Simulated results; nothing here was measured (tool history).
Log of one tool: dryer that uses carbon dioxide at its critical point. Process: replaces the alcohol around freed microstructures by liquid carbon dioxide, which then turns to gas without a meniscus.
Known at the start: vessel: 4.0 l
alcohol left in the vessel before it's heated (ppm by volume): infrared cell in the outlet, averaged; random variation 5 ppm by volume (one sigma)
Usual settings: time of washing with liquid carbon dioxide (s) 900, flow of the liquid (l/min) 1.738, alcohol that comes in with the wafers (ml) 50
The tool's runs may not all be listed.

| run | hour | time of washing with liquid carbon dioxide (s) | flow of the liquid (l/min) | alcohol that comes in with the wafers (ml) | alcohol left in the vessel before it's heated (ppm by volume) |
|---|---|---|---|---|---|
| 1 | 0 | 900 | 1.738 | 50 | 62 |
| 2 | 19 | 900 | 1.738 | 50 | 67 |
| 3 | 46.9 | 900 | 1.738 | 50 | 61 |
| 4 | 74.3 | 900 | 1.738 | 50 | 69 |
| 5 | 90.2 | 900 | 1.738 | 50 | 65 |
| 6 | 108.3 | 900 | 1.738 | 50 | 74 |
| 7 | 128 | 840 | 1.738 | 50 | 96 |
| 8 | 154.7 | 840 | 1.738 | 50 | 95 |
| 9 | 174.9 | 900 | 1.738 | 50 | 76 |
| 10 | 197.5 | 900 | 1.738 | 50 | 86 |
| 11 | 218.6 | 900 | 1.738 | 81 | 109 |
| 12 | 230 | 900 | 1.738 | 50 | 90 |
| 13 | 248.7 | 900 | 1.738 | 50 | 84 |
| 14 | 264.1 | 900 | 1.738 | 50 | 94 |
| 15 | 284.6 | 900 | 1.738 | 87 | 123 |
| 16 | 306.7 | 900 | 1.738 | 87 | 126 |
| 17 | 334.1 | 900 | 1.738 | 87 | 129 |
| 18 | 351.7 | 900 | 1.738 | 50 | 95 |
| 19 | 376 | 900 | 1.738 | 50 | 96 |
| 20 | 392.5 | 900 | 1.738 | 68 | 122 |
| 21 | 416.2 | 900 | 1.738 | 68 | 113 |
| 22 | 440.3 | 900 | 1.738 | 68 | 127 |
| 23 | 458.1 | 840 | 1.738 | 68 | 159 |
| 24 | 473.1 | 900 | 1.738 | 24 | 73 |
| 25 | 493.7 | 900 | 1.71 | 57 | 119 |
| 26 | 507 | 900 | 2.38 | 41 | 66 |
| 27 | 532.4 | 900 | 2.38 | 41 | 58 |
| 28 | 557.5 | 900 | 1.74 | 92 | 184 |
| 29 | 576.5 | 1140 | 2.55 | 40 | 70 |
| 30 | 598.8 | 660 | 1.738 | 50 | 326 |
| 31 | 614 | 660 | 1.738 | 50 | 326 |
| 32 | 638.1 | 660 | 1.738 | 50 | 329 |
| 33 | 649.5 | 600 | 1.76 | 44 | 385 |
| 34 | 663.2 | 720 | 2.28 | 93 | 159 |
|  | 674.5 | inlet filter changed |
| 35 | 683.1 | 1320 | 2.3 | 76 | 71 |
| 36 | 710.1 | 900 | 1.44 | 35 | 131 |
| 37 | 737 | 600 | 2.62 | 37 | 98 |
| 38 | 750 | 660 | 1.59 | 67 | 355 |
| 39 | 772.4 | 780 | 1.28 | 28 | 216 |
| 40 | 795.5 | 900 | 2.63 | 29 | 85 |
| 41 | 816.9 | 900 | 1.98 | 29 | 93 |
| 42 | 836 | 900 | 1.98 | 29 | 93 |
| 43 | 858.4 | 900 | 1.16 | 79 | 425 |
| 44 | 871.6 | 1020 | 1.91 | 91 | 99 |
| 45 | 897.9 | 1020 | 1.738 | 44 | 102 |
| 46 | 919.5 | 1020 | 1.738 | 44 | 110 |

Some steps in alcohol left in the vessel before it's heated (ppm by volume) between neighbouring runs. How much of each would the tool show without its hidden state too (settings, what came in, random variation), and how much is left for the hidden state, with any gauge scatter that isn't in both results?
The hidden state here: flow that reaches the vessel past the clogged filter, %; alcohol in the recycled carbon dioxide, ppm; drift of the gauge itself on alcohol_ppm, %.
Run 27 -> 28: flow of the liquid (l/min) 2.38 -> 1.74, alcohol that comes in with the wafers (ml) 41 -> 92. alcohol left in the vessel before it's heated (ppm by volume) +126: hidden state +58, all else +68.
Run 29 -> 30: time of washing with liquid carbon dioxide (s) 1140 -> 660, flow of the liquid (l/min) 2.55 -> 1.738, alcohol that comes in with the wafers (ml) 40 -> 50. alcohol left in the vessel before it's heated (ppm by volume) +256: hidden state +115, all else +141.
Run 33 -> 34: time of washing with liquid carbon dioxide (s) 600 -> 720, flow of the liquid (l/min) 1.76 -> 2.28, alcohol that comes in with the wafers (ml) 44 -> 93. alcohol left in the vessel before it's heated (ppm by volume) -226: hidden state -75, all else -151.
Run 37 -> 38: time of washing with liquid carbon dioxide (s) 600 -> 660, flow of the liquid (l/min) 2.62 -> 1.59, alcohol that comes in with the wafers (ml) 37 -> 67. alcohol left in the vessel before it's heated (ppm by volume) +257: hidden state +8, all else +249.
Run 42 -> 43: flow of the liquid (l/min) 1.98 -> 1.16, alcohol that comes in with the wafers (ml) 29 -> 79. alcohol left in the vessel before it's heated (ppm by volume) +332: hidden state +25, all else +307.
Run 43 -> 44: time of washing with liquid carbon dioxide (s) 900 -> 1020, flow of the liquid (l/min) 1.16 -> 1.91, alcohol that comes in with the wafers (ml) 79 -> 91. alcohol left in the vessel before it's heated (ppm by volume) -326: hidden state -23, all else -303.
